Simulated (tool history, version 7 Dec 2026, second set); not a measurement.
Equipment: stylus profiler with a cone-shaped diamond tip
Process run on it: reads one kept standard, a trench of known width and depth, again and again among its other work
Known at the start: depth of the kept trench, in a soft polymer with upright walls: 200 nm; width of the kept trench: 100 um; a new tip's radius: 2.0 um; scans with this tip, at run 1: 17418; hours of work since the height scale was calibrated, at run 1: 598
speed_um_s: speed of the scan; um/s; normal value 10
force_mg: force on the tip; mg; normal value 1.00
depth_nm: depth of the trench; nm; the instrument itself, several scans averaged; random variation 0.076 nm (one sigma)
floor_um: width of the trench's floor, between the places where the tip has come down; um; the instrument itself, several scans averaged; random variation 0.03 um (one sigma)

| run | hour | speed_um_s | force_mg | scans with this tip | hours of work since the height scale was calibrated | depth_nm | floor_um |
|---|---|---|---|---|---|---|---|
| 1 | 0.0 | 10 | 1.00 | 17418 | 598 | 200.48 | 97.41 |
| 2 | 35.0 | 10 | 1.00 | 17722 | 625 | 200.26 | 97.36 |
| 3 | 73.0 | 10 | 1.00 | 18053 | 655 | 200.34 | 97.35 |
| 4 | 157.8 | 12 | 1.00 | 18791 | 722 | 200.12 | 97.30 |
| 5 | 236.6 | 12 | 1.00 | 19476 | 784 | 200.16 | 97.28 |
| 6 | 316.5 | 12 | 0.58 | 20171 | 846 | 199.76 | 97.23 |
| 7 | 391.6 | 12 | 0.58 | 20825 | 905 | 199.71 | 97.17 |
|  | 426.7 | height scale calibrated on a step standard |
| 8 | 442.6 | 10 | 0.45 | 21264 | 12 | 199.20 | 97.22 |
| 9 | 527.4 | 10 | 0.45 | 22002 | 79 | 199.33 | 97.13 |
|  | 570.7 | height scale calibrated on a step standard, once more |
| 10 | 585.9 | 10 | 0.45 | 22507 | 12 | 200.44 | 97.12 |
| 11 | 667.5 | 10 | 0.45 | 23216 | 76 | 200.36 | 97.07 |
| 12 | 714.9 | 10 | 0.45 | 23629 | 113 | 200.57 | 97.11 |
| 13 | 763.3 | 10 | 0.45 | 24049 | 151 | 200.50 | 97.05 |
| 14 | 813.4 | 2 | 0.79 | 24486 | 191 | 200.83 | 97.13 |
| 15 | 854.6 | 7 | 0.90 | 24844 | 223 | 200.80 | 97.11 |
| 16 | 938.5 | 3 | 1.59 | 25574 | 289 | 201.07 | 97.08 |
| 17 | 1019.9 | 3 | 1.59 | 26282 | 353 | 201.12 | 96.99 |

What will run 18 give?
| 18 | 1058.9 | 7 | 0.63 | 26621 | 383 | ? | ? |

depth_nm: 200.37 nm
floor_um: 97.01 um
Take away the tool's hidden state, keep the run-to-run variation as it was, and the same run would have given depth_nm 200.78 nm, floor_um 98.22 um.

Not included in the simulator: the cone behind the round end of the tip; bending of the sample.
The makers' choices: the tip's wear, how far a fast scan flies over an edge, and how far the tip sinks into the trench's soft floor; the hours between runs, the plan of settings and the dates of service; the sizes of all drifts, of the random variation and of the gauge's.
